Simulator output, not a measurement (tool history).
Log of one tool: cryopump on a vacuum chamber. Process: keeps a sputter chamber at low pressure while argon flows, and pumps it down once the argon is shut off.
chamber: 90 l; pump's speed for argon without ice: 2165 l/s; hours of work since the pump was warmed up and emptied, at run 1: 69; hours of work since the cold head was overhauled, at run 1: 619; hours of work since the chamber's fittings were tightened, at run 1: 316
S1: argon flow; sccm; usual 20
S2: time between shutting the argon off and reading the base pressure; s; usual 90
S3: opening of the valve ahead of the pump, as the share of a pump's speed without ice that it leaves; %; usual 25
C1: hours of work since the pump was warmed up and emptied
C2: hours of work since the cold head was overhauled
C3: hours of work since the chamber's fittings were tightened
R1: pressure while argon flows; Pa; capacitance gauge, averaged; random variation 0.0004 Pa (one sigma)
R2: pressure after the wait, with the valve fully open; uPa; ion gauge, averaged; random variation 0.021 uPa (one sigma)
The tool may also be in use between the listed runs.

run	hour	S1	S2	S3	C1	C2	C3	R1	R2
1	0.0	20	90	25	69	619	316	0.0630	0.50
2	49.9	20	90	33	97	646	344	0.0479	0.44
3	110.6	20	90	33	130	680	377	0.0482	0.48
4	196.9	29	90	25	178	727	424	0.0930	0.55
5	268.8	29	90	25	217	767	464	0.0937	0.51
6	358.6	20	90	25	266	816	513	0.0644	0.58
7	451.9	14	90	25	318	867	564	0.0449	0.61
8	520.2	14	90	25	355	905	602	0.0460	0.66
9	612.5	14	90	25	406	955	653	0.0462	0.67
10	671.6	20	64	25	438	988	685	0.0669	0.78
11	723.9	19	279	33	467	1017	714	0.0487	0.60
# hour 826.4: pump warmed up, emptied and cooled again
12	828.4	37	279	19	1	1071	769	0.1516	0.52
13	902.8	35	90	38	42	1112	810	0.0722	0.66
14	949.3	17	20	25	68	1138	835	0.0541	1.20
15	1013.1	20	260	26	103	1173	870	0.0610	0.57
16	1073.3	12	260	22	136	1206	903	0.0430	0.61
17	1180.5	12	260	22	195	1265	962	0.0434	0.68

How the hidden state differs across the entries between the runs, from the last listed run before each to the first after it:
Between runs 11 and 12: pump warmed up, emptied and cooled again (hour 826.4)
  pump's speed, % of a pump's without ice: 79.5 -> 99.7; cold plate's temperature, K: 12.62 -> 12.64; leak into the chamber, uPa l/s: 949 -> 993
  measured less the result without the state, R1: +0.0041 -> +0.0004 Pa; R2: +0.42 -> +0.33 uPa
